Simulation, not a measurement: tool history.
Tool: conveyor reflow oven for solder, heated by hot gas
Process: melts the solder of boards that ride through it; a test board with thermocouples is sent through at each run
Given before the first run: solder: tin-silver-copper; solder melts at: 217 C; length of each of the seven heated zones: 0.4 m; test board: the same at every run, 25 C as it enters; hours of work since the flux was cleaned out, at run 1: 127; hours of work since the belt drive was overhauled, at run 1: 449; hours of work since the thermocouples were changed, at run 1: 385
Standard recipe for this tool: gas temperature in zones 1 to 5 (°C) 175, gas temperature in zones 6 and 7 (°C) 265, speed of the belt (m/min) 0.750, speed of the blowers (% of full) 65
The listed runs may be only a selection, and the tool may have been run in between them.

run,hour,gas temperature in zones 1 to 5 (°C),gas temperature in zones 6 and 7 (°C),speed of the belt (m/min),speed of the blowers (% of full),hours of work since the flux was cleaned out,hours of work since the belt drive was overhauled,hours of work since the thermocouples were changed,highest temperature of the board (°C),time above the solder's melting point (s)
1,0.0,175,265,0.750,65,127,449,385,248.4,44.9
2,10.3,175,265,0.632,65,135,457,393,253.5,59.4
3,19.8,175,265,0.632,66,142,464,400,253.3,58.8
4,30.4,175,265,0.632,66,150,472,408,253.7,59.5
5,37.5,175,280,0.750,65,155,477,413,260.4,52.6
6,46.9,175,275,0.750,65,162,485,420,255.5,50.7
7,54.6,175,265,0.750,65,168,490,426,247.8,45.4
8,60.6,175,265,0.750,65,173,495,431,246.6,45.3
9,72.0,175,280,0.750,70,181,503,439,260.5,53.5

Run 10 has not been measured yet. What should we expect?
10,78.9,175,265,0.751,75,186,509,444,?,?

Run 10 gave highest temperature of the board (°C) 249.7, time above the solder's melting point (s) 46.5.
Had the tool carried no hidden state, the very same run would have given highest temperature of the board (°C) 249.7, time above the solder's melting point (s) 46.2.

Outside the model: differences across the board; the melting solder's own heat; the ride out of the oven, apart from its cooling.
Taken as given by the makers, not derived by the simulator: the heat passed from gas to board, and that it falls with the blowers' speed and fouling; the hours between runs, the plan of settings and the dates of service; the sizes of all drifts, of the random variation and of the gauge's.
